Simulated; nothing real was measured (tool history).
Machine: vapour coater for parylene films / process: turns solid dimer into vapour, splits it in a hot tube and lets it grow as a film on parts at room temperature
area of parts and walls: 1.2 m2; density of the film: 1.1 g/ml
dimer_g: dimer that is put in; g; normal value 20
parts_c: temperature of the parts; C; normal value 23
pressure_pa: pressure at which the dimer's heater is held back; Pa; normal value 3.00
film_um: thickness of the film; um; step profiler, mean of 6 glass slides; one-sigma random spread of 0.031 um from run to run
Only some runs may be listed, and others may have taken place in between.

run,hour,dimer_g,parts_c,pressure_pa,film_um
1,0.0,20,23,3.00,8.94
2,22.6,20,23,3.00,8.96
3,49.3,20,23,3.00,8.93
4,99.5,20,23,3.00,8.93
5,142.5,20,23,3.00,8.89
6,169.6,20,23,3.00,8.94
7,216.5,20,23,3.00,8.89
8,247.6,20,23,3.00,8.87
9,273.5,20,23,3.00,8.86
10,300.1,20,23,3.00,8.86
11,328.5,20,23,3.00,8.85
12,368.8,20,23,3.00,8.83
13,390.8,20,23,3.00,8.77
14,421.5,20,23,3.00,8.83
15,472.8,20,23,3.00,8.83
16,496.4,13,23,3.00,5.67
17,535.5,20,20,3.00,9.55
18,582.0,20,20,3.00,9.48
# hour 586.9: table's thermometer calibrated
19,615.2,20,20,3.00,9.46
20,662.7,20,20,3.00,9.44
21,695.7,20,23,3.75,8.43
22,719.9,20,23,3.75,8.35
23,744.7,20,23,3.75,8.39
24,775.1,20,23,3.75,8.37

The next listed run, before its measurement:
# hour 809.6: table's thermometer calibrated, once more
25,817.7,20,23,3.75,?

{"run 25": {"film_um": 8.52}}
If the tool had no hidden condition, the same run with the same run-to-run variation would have returned film_um 8.85 um.
